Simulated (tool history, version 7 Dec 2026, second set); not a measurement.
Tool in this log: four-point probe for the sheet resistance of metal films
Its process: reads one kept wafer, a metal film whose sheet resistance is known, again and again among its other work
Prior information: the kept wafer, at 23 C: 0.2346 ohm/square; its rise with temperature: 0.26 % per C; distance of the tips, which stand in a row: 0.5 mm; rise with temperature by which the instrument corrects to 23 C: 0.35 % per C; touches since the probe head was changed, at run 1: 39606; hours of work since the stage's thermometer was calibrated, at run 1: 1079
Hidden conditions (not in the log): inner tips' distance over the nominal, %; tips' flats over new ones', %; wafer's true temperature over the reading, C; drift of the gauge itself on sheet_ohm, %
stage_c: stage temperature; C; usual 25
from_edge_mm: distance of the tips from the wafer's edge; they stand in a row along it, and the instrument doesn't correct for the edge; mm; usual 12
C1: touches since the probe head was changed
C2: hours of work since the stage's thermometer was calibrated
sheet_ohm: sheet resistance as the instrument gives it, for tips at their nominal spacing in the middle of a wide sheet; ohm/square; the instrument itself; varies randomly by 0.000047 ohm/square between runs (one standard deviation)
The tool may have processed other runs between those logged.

{"run": 1, "hour": 0.0, "stage_c": 25, "from_edge_mm": 12, "C1": 39606, "C2": 1079, "sheet_ohm": 0.233959}
{"run": 2, "hour": 7.7, "stage_c": 29, "from_edge_mm": 12, "C1": 40041, "C2": 1084, "sheet_ohm": 0.233165}
{"run": 3, "hour": 25.5, "stage_c": 29, "from_edge_mm": 12, "C1": 41044, "C2": 1096, "sheet_ohm": 0.23311}
{"run": 4, "hour": 33.0, "stage_c": 29, "from_edge_mm": 6, "C1": 41467, "C2": 1101, "sheet_ohm": 0.233714}
{"run": 5, "hour": 47.8, "stage_c": 29, "from_edge_mm": 6, "C1": 42304, "C2": 1111, "sheet_ohm": 0.23374}
{"run": 6, "hour": 56.2, "stage_c": 29, "from_edge_mm": 6, "C1": 42779, "C2": 1117, "sheet_ohm": 0.233746}
{"run": 7, "hour": 73.0, "stage_c": 25, "from_edge_mm": 12, "C1": 43724, "C2": 1128, "sheet_ohm": 0.233881}
{"run": 8, "hour": 87.8, "stage_c": 25, "from_edge_mm": 12, "C1": 44563, "C2": 1138, "sheet_ohm": 0.233913}
{"run": 9, "hour": 100.1, "stage_c": 25, "from_edge_mm": 12, "C1": 45254, "C2": 1147, "sheet_ohm": 0.233907}
{"run": 10, "hour": 112.0, "stage_c": 25, "from_edge_mm": 12, "C1": 45928, "C2": 1155, "sheet_ohm": 0.233842}
{"run": 11, "hour": 127.2, "stage_c": 25, "from_edge_mm": 12, "C1": 46785, "C2": 1165, "sheet_ohm": 0.233807}
{"run": 12, "hour": 136.2, "stage_c": 25, "from_edge_mm": 9, "C1": 47291, "C2": 1171, "sheet_ohm": 0.234013}
{"run": 13, "hour": 145.2, "stage_c": 25, "from_edge_mm": 9, "C1": 47797, "C2": 1178, "sheet_ohm": 0.233935}
{"run": 14, "hour": 160.0, "stage_c": 25, "from_edge_mm": 9, "C1": 48634, "C2": 1188, "sheet_ohm": 0.233959}
{"run": 15, "hour": 167.5, "stage_c": 30, "from_edge_mm": 12, "C1": 49057, "C2": 1193, "sheet_ohm": 0.23281}
{"run": 16, "hour": 184.1, "stage_c": 30, "from_edge_mm": 12, "C1": 49997, "C2": 1204, "sheet_ohm": 0.232874}
{"hour": 185.7, "done": "stage's thermometer calibrated"}
{"run": 17, "hour": 196.9, "stage_c": 26, "from_edge_mm": 6, "C1": 50690, "C2": 8, "sheet_ohm": 0.234173}
{"run": 18, "hour": 204.4, "stage_c": 21, "from_edge_mm": 10, "C1": 51112, "C2": 13, "sheet_ohm": 0.234582}
{"run": 19, "hour": 216.2, "stage_c": 31, "from_edge_mm": 5, "C1": 51777, "C2": 21, "sheet_ohm": 0.233536}
{"run": 20, "hour": 233.1, "stage_c": 19, "from_edge_mm": 5, "C1": 52731, "C2": 32, "sheet_ohm": 0.235972}
{"run": 21, "hour": 246.1, "stage_c": 19, "from_edge_mm": 5, "C1": 53465, "C2": 41, "sheet_ohm": 0.236013}
{"hour": 254.6, "done": "stage's thermometer calibrated, once more"}
{"run": 22, "hour": 261.1, "stage_c": 18, "from_edge_mm": 40, "C1": 54282, "C2": 4, "sheet_ohm": 0.235309}
{"run": 23, "hour": 269.9, "stage_c": 18, "from_edge_mm": 40, "C1": 54781, "C2": 10, "sheet_ohm": 0.235221}
{"run": 24, "hour": 281.3, "stage_c": 24, "from_edge_mm": 10, "C1": 55423, "C2": 18, "sheet_ohm": 0.234294}
{"run": 25, "hour": 289.5, "stage_c": 29, "from_edge_mm": 8, "C1": 55887, "C2": 24, "sheet_ohm": 0.233433}
{"run": 26, "hour": 297.9, "stage_c": 19, "from_edge_mm": 70, "C1": 56358, "C2": 30, "sheet_ohm": 0.235018}
{"run": 27, "hour": 310.0, "stage_c": 19, "from_edge_mm": 8, "C1": 57045, "C2": 38, "sheet_ohm": 0.2355}
{"run": 28, "hour": 319.5, "stage_c": 19, "from_edge_mm": 19, "C1": 57577, "C2": 44, "sheet_ohm": 0.235051}
{"run": 29, "hour": 337.1, "stage_c": 24, "from_edge_mm": 31, "C1": 58574, "C2": 56, "sheet_ohm": 0.233996}
{"run": 30, "hour": 351.6, "stage_c": 22, "from_edge_mm": 6, "C1": 59388, "C2": 66, "sheet_ohm": 0.235194}

Below are 3 alternative next runs, each starting from the tool's condition after run 30. Predict each:
{"run": "A", "hour": 359.3, "stage_c": 19, "from_edge_mm": 21, "C1": 59822, "C2": 71, "sheet_ohm": "?"}
{"run": "B", "hour": 359.3, "stage_c": 28, "from_edge_mm": 30, "C1": 59822, "C2": 71, "sheet_ohm": "?"}
{"run": "C", "hour": 359.3, "stage_c": 23, "from_edge_mm": 5, "C1": 59822, "C2": 71, "sheet_ohm": "?"}

run=A sheet_ohm=0.235071
run=B sheet_ohm=0.233105
run=C sheet_ohm=0.235395
Take away the tool's hidden state, keep each run's random variation, and the runs would have read:
run=A sheet_ohm=0.235550
run=B sheet_ohm=0.233578
run=C sheet_ohm=0.235874
